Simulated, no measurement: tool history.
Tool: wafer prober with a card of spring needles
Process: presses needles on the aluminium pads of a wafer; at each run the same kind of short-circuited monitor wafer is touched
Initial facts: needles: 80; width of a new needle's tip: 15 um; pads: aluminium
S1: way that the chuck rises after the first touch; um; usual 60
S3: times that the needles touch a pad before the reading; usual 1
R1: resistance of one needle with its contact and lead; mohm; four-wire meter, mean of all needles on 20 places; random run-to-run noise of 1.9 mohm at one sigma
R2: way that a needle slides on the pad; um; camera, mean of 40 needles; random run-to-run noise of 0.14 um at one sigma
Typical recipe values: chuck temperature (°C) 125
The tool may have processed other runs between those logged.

Run 1, hour 0.0: usual settings. Result: R1 201 mohm, R2 12.86 um.
At hour 4.0: tips cleaned on abrasive film.
At hour 10.7: tips cleaned on abrasive film.
At hour 16.0: tips cleaned on abrasive film.
At hour 21.4: tips cleaned on abrasive film.
At hour 26.7: tips cleaned on abrasive film.
At hour 32.1: tips cleaned on abrasive film.
At hour 37.4: tips cleaned on abrasive film.
At hour 42.8: tips cleaned on abrasive film.
At hour 49.4: tips cleaned on abrasive film.
At hour 54.8: tips cleaned on abrasive film.
At hour 60.1: tips cleaned on abrasive film.
At hour 66.8: tips cleaned on abrasive film.
At hour 72.1: tips cleaned on abrasive film.
At hour 77.5: tips cleaned on abrasive film.
At hour 82.8: tips cleaned on abrasive film.
At hour 88.2: tips cleaned on abrasive film.
Run 2, hour 93.4: usual settings. Result: R1 202 mohm, R2 12.79 um.
At hour 94.8: tips cleaned on abrasive film.
At hour 101.5: tips cleaned on abrasive film.
At hour 106.8: tips cleaned on abrasive film.
At hour 113.5: tips cleaned on abrasive film.
At hour 120.1: tips cleaned on abrasive film.
At hour 126.8: tips cleaned on abrasive film.
At hour 133.4: tips cleaned on abrasive film.
At hour 138.8: tips cleaned on abrasive film.
At hour 145.0: tips cleaned on abrasive film.
Run 3, hour 145.0: usual settings. Result: R1 200 mohm, R2 12.58 um.
At hour 150.4: tips cleaned on abrasive film.
At hour 155.7: tips cleaned on abrasive film.
At hour 162.4: tips cleaned on abrasive film.
At hour 167.7: tips cleaned on abrasive film.
At hour 173.1: tips cleaned on abrasive film.
At hour 178.4: tips cleaned on abrasive film.
At hour 183.8: tips cleaned on abrasive film.
At hour 190.4: tips cleaned on abrasive film.
At hour 197.1: tips cleaned on abrasive film.
At hour 203.7: tips cleaned on abrasive film.
At hour 209.1: tips cleaned on abrasive film.
At hour 214.4: tips cleaned on abrasive film.
At hour 219.8: tips cleaned on abrasive film.
At hour 226.4: tips cleaned on abrasive film.
At hour 231.8: tips cleaned on abrasive film.
At hour 237.1: tips cleaned on abrasive film.
Run 4, hour 239.7: usual settings but S1 53 um. Result: R1 206 mohm, R2 11.02 um.
At hour 243.8: tips cleaned on abrasive film.
At hour 249.1: tips cleaned on abrasive film.
At hour 254.5: tips cleaned on abrasive film.
At hour 259.8: tips cleaned on abrasive film.
At hour 265.2: tips cleaned on abrasive film.
At hour 270.5: tips cleaned on abrasive film.
At hour 275.9: tips cleaned on abrasive film.
At hour 281.2: tips cleaned on abrasive film.
At hour 286.6: tips cleaned on abrasive film.
Run 5, hour 290.4: usual settings but S1 53 um. Result: R1 205 mohm, R2 11.10 um.
At hour 293.1: tips cleaned on abrasive film.
At hour 298.4: tips cleaned on abrasive film.
At hour 303.8: tips cleaned on abrasive film.
At hour 310.4: tips cleaned on abrasive film.
At hour 315.8: tips cleaned on abrasive film.
At hour 322.4: tips cleaned on abrasive film.
At hour 327.8: tips cleaned on abrasive film.
At hour 333.1: tips cleaned on abrasive film.
At hour 338.5: tips cleaned on abrasive film.
At hour 343.8: tips cleaned on abrasive film.
At hour 349.2: tips cleaned on abrasive film.
At hour 354.5: tips cleaned on abrasive film.
At hour 359.9: tips cleaned on abrasive film.
At hour 365.2: tips cleaned on abrasive film.
At hour 370.6: tips cleaned on abrasive film.
At hour 377.2: tips cleaned on abrasive film.
At hour 383.9: tips cleaned on abrasive film.
At hour 389.2: tips cleaned on abrasive film.
At hour 394.6: tips cleaned on abrasive film.
Run 6, hour 396.3: usual settings but S1 53 um. Result: R1 208 mohm, R2 11.00 um.
At hour 400.3: tips cleaned on abrasive film.
At hour 405.7: tips cleaned on abrasive film.
At hour 411.0: tips cleaned on abrasive film.
At hour 416.4: tips cleaned on abrasive film.
At hour 421.7: tips cleaned on abrasive film.
At hour 433.7: card fitted with new needles.
At hour 440.4: tips cleaned on abrasive film.
At hour 445.7: tips cleaned on abrasive film.
At hour 451.1: tips cleaned on abrasive film.
Run 7, hour 451.5: usual settings but S1 53 um. Result: R1 202 mohm, R2 11.36 um.
At hour 456.8: tips cleaned on abrasive film.
At hour 462.2: tips cleaned on abrasive film.
At hour 468.9: tips cleaned on abrasive film.
At hour 474.2: tips cleaned on abrasive film.
At hour 480.9: tips cleaned on abrasive film.
At hour 487.5: tips cleaned on abrasive film.
At hour 492.9: tips cleaned on abrasive film.
At hour 498.2: tips cleaned on abrasive film.
At hour 503.6: tips cleaned on abrasive film.
At hour 508.9: tips cleaned on abrasive film.
At hour 514.3: tips cleaned on abrasive film.
At hour 520.9: tips cleaned on abrasive film.
At hour 526.3: tips cleaned on abrasive film.
At hour 531.6: tips cleaned on abrasive film.
At hour 538.3: tips cleaned on abrasive film.
At hour 543.6: tips cleaned on abrasive film.
Run 8, hour 545.8: usual settings but S1 53 um. Result: R1 211 mohm, R2 11.05 um.
At hour 549.8: tips cleaned on abrasive film.
At hour 555.1: tips cleaned on abrasive film.
At hour 560.5: tips cleaned on abrasive film.
At hour 565.8: tips cleaned on abrasive film.
At hour 571.2: tips cleaned on abrasive film.
At hour 576.5: tips cleaned on abrasive film.
At hour 583.2: tips cleaned on abrasive film.
At hour 588.5: tips cleaned on abrasive film.
At hour 595.2: tips cleaned on abrasive film.
At hour 601.9: tips cleaned on abrasive film.
At hour 608.5: tips cleaned on abrasive film.
At hour 615.2: tips cleaned on abrasive film.
At hour 620.5: tips cleaned on abrasive film.
At hour 625.9: tips cleaned on abrasive film.
At hour 631.2: tips cleaned on abrasive film.
At hour 636.6: tips cleaned on abrasive film.
At hour 641.9: tips cleaned on abrasive film.
At hour 648.1: tips cleaned on abrasive film.
Run 9, hour 648.1: usual settings but S1 53 um. Result: R1 210 mohm, R2 11.04 um.
At hour 653.4: tips cleaned on abrasive film.
At hour 660.1: tips cleaned on abrasive film.
At hour 665.4: tips cleaned on abrasive film.
At hour 670.7: tips cleaned on abrasive film.
At hour 676.1: tips cleaned on abrasive film.
At hour 681.4: tips cleaned on abrasive film.
At hour 686.8: tips cleaned on abrasive film.
At hour 692.1: tips cleaned on abrasive film.
At hour 697.5: tips cleaned on abrasive film.
At hour 702.8: tips cleaned on abrasive film.
At hour 709.5: tips cleaned on abrasive film.
At hour 714.8: tips cleaned on abrasive film.
At hour 720.2: tips cleaned on abrasive film.
Run 10, hour 722.5: usual settings but S3 2. Result: R1 204 mohm, R2 12.87 um.

What will run 11 give?
At hour 726.6: tips cleaned on abrasive film.
At hour 731.9: tips cleaned on abrasive film.
At hour 737.3: tips cleaned on abrasive film.
At hour 742.6: tips cleaned on abrasive film.
At hour 749.3: tips cleaned on abrasive film.
At hour 754.6: tips cleaned on abrasive film.
At hour 760.0: tips cleaned on abrasive film.
At hour 765.3: tips cleaned on abrasive film.
Run 11, hour 768.2: usual settings but chuck temperature (°C) 70. Result: R1 ?, R2 ?.

Logged for run 11: R1 191 mohm, R2 12.63 um.
Without the tool's hidden state the same run would have given R1 191 mohm, R2 12.64 um.

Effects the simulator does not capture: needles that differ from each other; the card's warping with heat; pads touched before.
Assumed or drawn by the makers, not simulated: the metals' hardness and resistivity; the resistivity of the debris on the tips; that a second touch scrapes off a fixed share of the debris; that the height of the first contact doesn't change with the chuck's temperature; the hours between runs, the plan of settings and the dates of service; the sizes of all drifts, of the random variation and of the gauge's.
